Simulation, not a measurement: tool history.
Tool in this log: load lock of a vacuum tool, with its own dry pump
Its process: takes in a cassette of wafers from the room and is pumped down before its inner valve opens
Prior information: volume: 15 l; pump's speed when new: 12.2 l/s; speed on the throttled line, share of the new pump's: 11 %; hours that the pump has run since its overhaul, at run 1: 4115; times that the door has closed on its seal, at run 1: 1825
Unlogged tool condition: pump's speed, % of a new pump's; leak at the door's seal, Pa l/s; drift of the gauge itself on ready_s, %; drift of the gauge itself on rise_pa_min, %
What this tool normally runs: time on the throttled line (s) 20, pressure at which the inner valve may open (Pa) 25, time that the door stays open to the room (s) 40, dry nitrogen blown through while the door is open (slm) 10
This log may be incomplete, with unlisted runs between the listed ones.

run	day	time on the throttled line (s)	pressure at which the inner valve may open (Pa)	time that the door stays open to the room (s)	dry nitrogen blown through while the door is open (slm)	hours that the pump has run since its overhaul	times that the door has closed on its seal	incoming humidity of the room's air, %	time from the closed door until the inner valve may open (s)	rise of the pressure with all valves shut (Pa/min)
1	0	20	25	40	10	4115	1825	45.2	28.03	0.084
2	3.925	20	25	40	10	4209	2061	45.8	28.02	0.083
3	8.979	20	25	40	10	4331	2364	44.6	28.11	0.077
4	14.571	20	25	40	10	4465	2700	45.8	28.09	0.082
5	17.05	20	25	40	10	4524	2849	46.1	28.04	0.082
6	22.342	20	25	40	10	4651	3167	50.1	28.04	0.089
7	28.083	20	25	46	10	4789	3512	43.1	28.13	0.08
8	32.788	20	25	46	10	4902	3794	44.3	27.96	0.087
9	36.846	20	25	46	10	5000	4038	43.9	27.93	0.084
10	39.683	20	25	148	10	5068	4208	43.7	27.99	0.152
11	44.333	20	25	148	10	5179	4488	45.4	28.09	0.15
12	48.571	20	25	157	10	5281	4742	43.9	28.05	0.161
13	52.633	20	25	157	10	5378	4986	43.6	28.05	0.154
14	55.704	20	25	157	10	5452	5171	45.6	28.16	0.156
15	61.308	20	25	157	10	5587	5507	46.2	28.1	0.162
16	66.825	20	25	157	10	5719	5839	42.1	28.06	0.145
17	69.179	20	25	157	10	5776	5980	45.9	28.05	0.159
18	72.796	20	27	157	26	5862	6197	43.1	27.98	0.111
19	77.046	20	27	157	22	5964	6453	49.7	27.96	0.133
20	81.829	20	27	157	22	6079	6740	46	27.87	0.129
21	84.329	36	25	31	10	6139	6890	41.8	42.39	0.07
22	89.783	18	25	40	10	6270	7218	46.4	26.21	0.087
23	92.538	18	25	40	10	6336	7383	45.5	26.3	0.077
24	96.188	12	32	52	15	6424	7603	48.7	20.61	0.092
25	99.325	12	32	52	15	6499	7791	42.7	20.53	0.08
26	105.158	16	19	131	36	6639	8142	47.1	24.86	0.096
27	109.683	16	19	131	36	6748	8413	48.5	24.87	0.099
28	113.092	20	30	54	10	6829	8618	41.8	27.85	0.086
29	118.354	20	30	80	10	6956	8934	45.3	27.69	0.122
30	123.867	20	25	40	19	7088	9265	47.6	27.98	0.069
31	127.133	15	18	68	29	7166	9461	46.9	24.05	0.077
32	130.338	15	41	68	29	7243	9654	47.6	23.02	0.082

3 options for the next run, each taken on its own from the tool as it stands now. Forecast them:
A	135.379	15	45	33	6	7364	9957	46.1	?	?
B	135.379	20	48	112	10	7364	9957	46	?	?
C	135.379	15	41	32	16	7364	9957	47.4	?	?

run	time from the closed door until the inner valve may open (s)	rise of the pressure with all valves shut (Pa/min)
A	22.78	0.081
B	27.17	0.136
C	23.01	0.068
With no hidden state in the tool, these same runs would have given:
run	time from the closed door until the inner valve may open (s)	rise of the pressure with all valves shut (Pa/min)
A	22.78	0.081
B	27.17	0.136
C	23.01	0.068
